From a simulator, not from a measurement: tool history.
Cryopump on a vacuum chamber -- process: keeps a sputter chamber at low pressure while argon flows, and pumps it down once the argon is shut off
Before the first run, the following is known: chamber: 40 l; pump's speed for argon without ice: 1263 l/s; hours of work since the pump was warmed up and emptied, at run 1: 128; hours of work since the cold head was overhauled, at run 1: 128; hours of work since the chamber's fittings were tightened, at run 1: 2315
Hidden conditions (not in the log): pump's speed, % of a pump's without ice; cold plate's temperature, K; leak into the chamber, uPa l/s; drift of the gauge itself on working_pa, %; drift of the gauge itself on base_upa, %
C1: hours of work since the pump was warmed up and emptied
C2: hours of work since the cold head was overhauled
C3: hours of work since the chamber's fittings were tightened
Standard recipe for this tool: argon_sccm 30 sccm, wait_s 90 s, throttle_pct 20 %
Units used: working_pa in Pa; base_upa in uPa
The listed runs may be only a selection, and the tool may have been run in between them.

Run 1, hour 0.0: usual settings; C1 128; C2 128; C3 2315. Result: working_pa 0.2039 Pa, base_upa 1.54 uPa.
Run 2, hour 52.7: usual settings; C1 161; C2 161; C3 2347. Result: working_pa 0.2027 Pa, base_upa 1.50 uPa.
Run 3, hour 118.6: usual settings; C1 202; C2 202; C3 2388. Result: working_pa 0.2041 Pa, base_upa 1.57 uPa.
Run 4, hour 197.4: usual settings; C1 250; C2 250; C3 2437. Result: working_pa 0.2043 Pa, base_upa 1.57 uPa.
Run 5, hour 253.3: usual settings; C1 285; C2 285; C3 2471. Result: working_pa 0.2047 Pa, base_upa 1.61 uPa.
Run 6, hour 309.8: usual settings but throttle_pct 16 %; C1 320; C2 320; C3 2506. Result: working_pa 0.2561 Pa, base_upa 1.61 uPa.
Run 7, hour 387.2: usual settings but argon_sccm 15 sccm, throttle_pct 16 %; C1 368; C2 368; C3 2554. Result: working_pa 0.1288 Pa, base_upa 1.60 uPa.
Run 8, hour 475.3: usual settings; C1 422; C2 422; C3 2609. Result: working_pa 0.2069 Pa, base_upa 1.66 uPa.
Run 9, hour 550.2: usual settings; C1 469; C2 469; C3 2655. Result: working_pa 0.2091 Pa, base_upa 1.69 uPa.
Run 10, hour 620.9: usual settings; C1 512; C2 512; C3 2699. Result: working_pa 0.2134 Pa, base_upa 1.77 uPa.
Run 11, hour 707.1: usual settings; C1 566; C2 566; C3 2752. Result: working_pa 0.2107 Pa, base_upa 1.72 uPa.
Run 12, hour 773.4: usual settings; C1 607; C2 607; C3 2793. Result: working_pa 0.2120 Pa, base_upa 1.74 uPa.
Run 13, hour 846.2: usual settings; C1 652; C2 652; C3 2838. Result: working_pa 0.2139 Pa, base_upa 1.77 uPa.
Run 14, hour 934.7: usual settings; C1 706; C2 706; C3 2893. Result: working_pa 0.2134 Pa, base_upa 1.81 uPa.
Run 15, hour 981.9: usual settings but argon_sccm 25 sccm; C1 736; C2 736; C3 2922. Result: working_pa 0.1793 Pa, base_upa 1.85 uPa.
At hour 1018.1: leaking fittings of the chamber tightened, without venting.
Run 16, hour 1070.4: usual settings; C1 789; C2 789; C3 32. Result: working_pa 0.2148 Pa, base_upa 1.10 uPa.
Run 17, hour 1107.9: usual settings; C1 812; C2 812; C3 56. Result: working_pa 0.2171 Pa, base_upa 1.13 uPa.
Run 18, hour 1187.4: usual settings but argon_sccm 13 sccm, wait_s 199 s, throttle_pct 34 %; C1 862; C2 862; C3 105. Result: working_pa 0.0586 Pa, base_upa 0.73 uPa.
Run 19, hour 1240.7: usual settings but argon_sccm 47 sccm, throttle_pct 18 %; C1 894; C2 894; C3 138. Result: working_pa 0.3799 Pa, base_upa 1.13 uPa.
Run 20, hour 1318.3: usual settings but argon_sccm 18 sccm, wait_s 227 s, throttle_pct 27 %; C1 943; C2 943; C3 186. Result: working_pa 0.1010 Pa, base_upa 0.67 uPa.
Run 21, hour 1374.3: usual settings but argon_sccm 18 sccm, wait_s 227 s, throttle_pct 27 %; C1 977; C2 977; C3 220. Result: working_pa 0.1011 Pa, base_upa 0.76 uPa.
At hour 1398.3: pump warmed up, emptied and cooled again.
Run 22, hour 1448.6: usual settings but argon_sccm 23 sccm, wait_s 206 s, throttle_pct 25 %; C1 31; C2 1020; C3 263. Result: working_pa 0.1240 Pa, base_upa 0.67 uPa.
Run 23, hour 1537.5: usual settings but argon_sccm 23 sccm, wait_s 77 s, throttle_pct 25 %; C1 86; C2 1075; C3 318. Result: working_pa 0.1266 Pa, base_upa 1.16 uPa.
Run 24, hour 1612.2: usual settings but argon_sccm 46 sccm, wait_s 77 s, throttle_pct 25 %; C1 132; C2 1121; C3 364. Result: working_pa 0.2504 Pa, base_upa 1.15 uPa.
Run 25, hour 1683.3: usual settings but argon_sccm 46 sccm, wait_s 77 s, throttle_pct 25 %; C1 176; C2 1165; C3 408. Result: working_pa 0.2502 Pa, base_upa 1.22 uPa.
Run 26, hour 1742.9: usual settings but argon_sccm 46 sccm, wait_s 77 s, throttle_pct 25 %; C1 213; C2 1202; C3 445. Result: working_pa 0.2533 Pa, base_upa 1.21 uPa.
Run 27, hour 1816.1: usual settings but argon_sccm 46 sccm, wait_s 77 s, throttle_pct 25 %; C1 258; C2 1247; C3 491. Result: working_pa 0.2538 Pa, base_upa 1.24 uPa.
Run 28, hour 1880.1: usual settings but argon_sccm 46 sccm, wait_s 77 s, throttle_pct 25 %; C1 298; C2 1287; C3 530. Result: working_pa 0.2538 Pa, base_upa 1.22 uPa.
Run 29, hour 1956.1: usual settings but argon_sccm 29 sccm, wait_s 46 s, throttle_pct 44 %; C1 345; C2 1334; C3 577. Result: working_pa 0.0940 Pa, base_upa 1.75 uPa.
Run 30, hour 2005.6: usual settings but argon_sccm 29 sccm, wait_s 46 s, throttle_pct 44 %; C1 376; C2 1365; C3 608. Result: working_pa 0.0951 Pa, base_upa 1.80 uPa.
Run 31, hour 2069.8: usual settings but argon_sccm 29 sccm, wait_s 46 s, throttle_pct 44 %; C1 415; C2 1404; C3 647. Result: working_pa 0.0951 Pa, base_upa 1.83 uPa.
Run 32, hour 2118.4: usual settings but argon_sccm 29 sccm, wait_s 46 s, throttle_pct 44 %; C1 445; C2 1434; C3 678. Result: working_pa 0.0953 Pa, base_upa 1.83 uPa.
Run 33, hour 2156.3: usual settings but argon_sccm 34 sccm, wait_s 82 s, throttle_pct 44 %; C1 469; C2 1458; C3 701. Result: working_pa 0.1131 Pa, base_upa 1.25 uPa.
Run 34, hour 2239.1: usual settings but argon_sccm 34 sccm, wait_s 82 s, throttle_pct 44 %; C1 520; C2 1509; C3 752. Result: working_pa 0.1141 Pa, base_upa 1.28 uPa.

A few steps of working_pa between consecutive runs. Split each: what settings, incoming material and random variation would produce without the hidden state, and what is left over for the hidden state, along with gauge scatter present in only one of the two compared results (measured, and without hidden state):
Run 18 -> 19: argon_sccm 13 -> 47, wait_s 199 -> 90, throttle_pct 34 -> 18. working_pa +0.3213 Pa: hidden state +0.0218, all else +0.2995.
Run 19 -> 20: argon_sccm 47 -> 18, wait_s 90 -> 227, throttle_pct 18 -> 27. working_pa -0.2789 Pa: hidden state -0.0173, all else -0.2616.
Run 21 -> 22: argon_sccm 18 -> 23, wait_s 227 -> 206, throttle_pct 27 -> 25, pump warmed up, emptied and cooled again. working_pa +0.0229 Pa: hidden state -0.0117, all else +0.0346.
Run 28 -> 29: argon_sccm 46 -> 29, wait_s 77 -> 46, throttle_pct 25 -> 44. working_pa -0.1598 Pa: hidden state -0.0022, all else -0.1576.
